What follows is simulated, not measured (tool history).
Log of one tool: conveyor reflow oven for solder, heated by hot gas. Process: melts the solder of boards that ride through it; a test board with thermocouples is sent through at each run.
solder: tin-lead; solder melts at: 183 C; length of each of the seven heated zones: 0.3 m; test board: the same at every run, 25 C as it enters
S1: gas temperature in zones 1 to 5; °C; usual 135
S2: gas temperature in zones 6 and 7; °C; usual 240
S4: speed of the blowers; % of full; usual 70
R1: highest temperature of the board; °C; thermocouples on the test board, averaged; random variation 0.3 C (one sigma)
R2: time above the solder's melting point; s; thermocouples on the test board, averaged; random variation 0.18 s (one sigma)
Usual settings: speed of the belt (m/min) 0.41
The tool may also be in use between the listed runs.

Run 1, hour 0: usual settings. Result: R1 227.4 °C, R2 75.2 s.
Run 2, hour 45.2: usual settings. Result: R1 227.2 °C, R2 75.3 s.
Run 3, hour 89: usual settings. Result: R1 227 °C, R2 75 s.
Run 4, hour 122.1: usual settings. Result: R1 227 °C, R2 75.5 s.
At hour 141.5: flux residue cleaned out of gas plates and filters.
Run 5, hour 169: usual settings but S4 81 % of full. Result: R1 229.6 °C, R2 77.4 s.
Run 6, hour 194: usual settings but S4 81 % of full. Result: R1 230.6 °C, R2 77.9 s.
Run 7, hour 241: usual settings but S4 81 % of full. Result: R1 230.2 °C, R2 77.8 s.
Run 8, hour 263.9: usual settings but S4 81 % of full. Result: R1 230.6 °C, R2 77.9 s.
Run 9, hour 294.1: usual settings but S1 149 °C, speed of the belt (m/min) 0.488, S4 80 % of full. Result: R1 226.6 °C, R2 67.5 s.
Run 10, hour 325.7: usual settings but S1 149 °C, speed of the belt (m/min) 0.488, S4 80 % of full. Result: R1 226.9 °C, R2 67.8 s.

5 ways to go on from here, each from the tool as it stands after run 10. What would each give?
Run A, hour 372.7: usual settings but S2 246 °C, speed of the belt (m/min) 0.453, S4 58 % of full. Result: R1 ?, R2 ?.
Run B, hour 372.7: usual settings but S1 128 °C, S2 254 °C, speed of the belt (m/min) 0.446. Result: R1 ?, R2 ?.
Run C, hour 372.7: usual settings but S1 132 °C, speed of the belt (m/min) 0.365. Result: R1 ?, R2 ?.
Run D, hour 372.7: usual settings but S1 149 °C, speed of the belt (m/min) 0.488, S4 65 % of full. Result: R1 ?, R2 ?.
Run E, hour 372.7: usual settings but S1 141 °C, speed of the belt (m/min) 0.465, S4 80 % of full. Result: R1 ?, R2 ?.

run     R1    R2
  A  227.1  67.4
  B  237.1  72.9
  C  229.9  86.5
  D  223.1  65.4
  E    227  68.3
Without the tool's hidden state the same runs would have given:
run     R1    R2
  A    228  65.9
  B  238.2  71.3
  C  231.1  84.6
  D  224.1  64.1
  E  228.2    67
